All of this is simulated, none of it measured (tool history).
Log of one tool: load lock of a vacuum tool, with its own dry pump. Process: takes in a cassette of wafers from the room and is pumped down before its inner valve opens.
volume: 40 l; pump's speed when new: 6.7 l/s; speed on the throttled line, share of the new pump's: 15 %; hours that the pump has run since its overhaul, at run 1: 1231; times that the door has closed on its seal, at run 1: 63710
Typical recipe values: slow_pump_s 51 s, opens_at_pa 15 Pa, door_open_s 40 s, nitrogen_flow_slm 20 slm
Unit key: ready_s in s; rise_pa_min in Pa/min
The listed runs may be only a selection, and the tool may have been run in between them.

run	day	slow_pump_s	opens_at_pa	door_open_s	nitrogen_flow_slm	hours that the pump has run since its overhaul	times that the door has closed on its seal	incoming humidity of the room's air, %	ready_s	rise_pa_min
1	0.000	51	15	40	20	1231	63710	45.7	96.0	0.283
2	4.608	51	15	40	20	1341	64176	44.3	96.2	0.273
3	7.550	51	15	40	20	1412	64473	43.9	96.1	0.274
4	10.412	51	15	40	20	1481	64762	40.9	95.7	0.276
5	13.675	51	15	40	20	1559	65091	47.4	95.3	0.287
6	17.675	51	15	40	20	1655	65495	44.4	97.2	0.285
7	21.296	51	15	40	20	1742	65861	48.0	97.5	0.290
8	24.975	51	15	40	20	1830	66232	46.5	97.0	0.288
9	28.117	57	15	40	20	1905	66550	43.8	101.2	0.302
10	31.021	57	15	40	20	1975	66843	44.4	101.6	0.293
11	33.533	57	15	40	20	2035	67097	46.6	101.7	0.295
12	38.092	51	15	40	20	2145	67557	46.4	95.4	0.306
13	41.792	51	15	40	20	2234	67931	43.3	97.2	0.296
14	44.742	51	15	40	20	2304	68229	46.3	96.9	0.309
15	47.225	51	15	40	20	2364	68479	41.7	96.0	0.295
16	51.029	51	15	40	20	2455	68864	43.5	95.9	0.305
17	55.175	92	15	40	8	2555	69282	45.7	129.9	0.327
18	58.300	79	27	36	4	2630	69598	42.7	115.4	0.320
19	61.858	49	18	77	20	2715	69957	44.4	94.5	0.324
20	65.100	49	18	77	20	2793	70285	44.6	94.1	0.328
21	68.175	40	18	77	20	2867	70595	43.4	86.2	0.333
22	72.800	34	10	40	20	2978	71062	43.5	84.9	0.323
23	75.438	51	15	54	11	3041	71328	45.8	96.7	0.339
24	79.492	51	15	54	11	3138	71738	46.0	97.3	0.338
25	82.500	51	21	94	5	3211	72042	46.1	95.0	0.358
26	85.621	32	21	94	43	3286	72357	44.0	78.4	0.328
27	88.662	58	10	94	43	3359	72664	40.6	104.6	0.326

Expected results for the next run?
28	91.492	58	10	94	43	3426	72950	43.9	?	?

ready_s: 106.1 s
rise_pa_min: 0.342 Pa/min
With the hidden condition absent and the run-to-run variation left alone, this run would have shown ready_s 104.9 s, rise_pa_min 0.039 Pa/min.
